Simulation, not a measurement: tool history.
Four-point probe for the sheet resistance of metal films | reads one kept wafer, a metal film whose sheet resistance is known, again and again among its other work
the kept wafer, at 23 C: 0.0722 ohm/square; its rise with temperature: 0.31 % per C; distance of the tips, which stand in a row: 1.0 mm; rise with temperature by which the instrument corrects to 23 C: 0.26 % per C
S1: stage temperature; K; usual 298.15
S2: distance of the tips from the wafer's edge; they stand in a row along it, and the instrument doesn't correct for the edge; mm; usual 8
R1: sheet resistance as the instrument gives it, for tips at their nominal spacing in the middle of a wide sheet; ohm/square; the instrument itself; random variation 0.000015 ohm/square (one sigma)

run    hour      S1  S2        R1
  1       0  298.15   8  0.072692
  2   134.3  298.15   8  0.072724
  3   241.2  298.15   8  0.072719
  4   359.6  298.15   8  0.072729
  5   431.9  298.15   8  0.072752
  6     525  298.15   8  0.072774
      647.2  -- stage's thermometer calibrated
  7   654.5  298.15   8  0.072853
  8   790.9  298.15  17  0.072371
  9     878  298.15  28  0.072312
      977.5  -- stage's thermometer calibrated, once more
 10  1009.5  297.15   8  0.072771
 11    1080  297.15   8   0.07275
 12  1170.2  297.15   8  0.072764
 13  1289.2  297.15   8  0.072785
 14  1400.7  297.15   8  0.072799
 15  1498.2  297.15   8  0.072818
 16  1557.4  298.15   8  0.072869
 17  1641.4  292.15   8  0.072656
 18  1699.3  292.15   8  0.072689
 19  1824.7  298.15   8  0.072901
 20  1931.2  298.15   8  0.072921
 21  2055.6  298.15   8  0.072944
 22  2169.4  298.15   8  0.072977
 23  2279.9  298.15   8  0.073023
 24  2360.5  298.15   8  0.072989
 25  2454.5  299.15  20  0.072515
 26  2551.1  299.15  20  0.072543
 27  2654.1  296.15  59  0.072362
 28  2725.7  294.15  14  0.072502
 29  2800.3  299.15  10  0.072885
 30  2867.5  303.15  68  0.072667
 31  2957.7  296.15  16   0.07258
 32  3055.5  299.15   4  0.074877
 33  3119.1  299.15  66   0.07255
 34  3255.7  299.15  66  0.072597
 35  3322.2  306.15   5  0.074368
 36  3395.1  294.15  13  0.072622
 37  3464.6  304.15   8   0.07336
     3539.6  -- stage's thermometer calibrated
 38  3541.1  298.15   8  0.073099
 39  3622.6  293.15   4  0.074655
 40  3699.8  300.15  10  0.072984
 41  3822.6  302.15  14  0.072873
 42  3888.3  295.15  18  0.072553
 43  3968.5  294.15   8  0.073023
     4062.9  -- new probe head fitted
 44  4100.8  291.15  10  0.072616

Forecast each of these 5 alternatives for the next run:
  A  4159.1  298.15   5   ?
  B  4159.1  308.15  28   ?
  C  4159.1  299.15   8   ?
  D  4159.1  301.15  17   ?
  E  4159.1  298.15  10   ?

run        R1
  A  0.074088
  B  0.072914
  C  0.073127
  D   0.07274
  E   0.07288
Without the tool's hidden state the same runs would have given:
run        R1
  A  0.073854
  B  0.072684
  C  0.072896
  D  0.072511
  E   0.07265
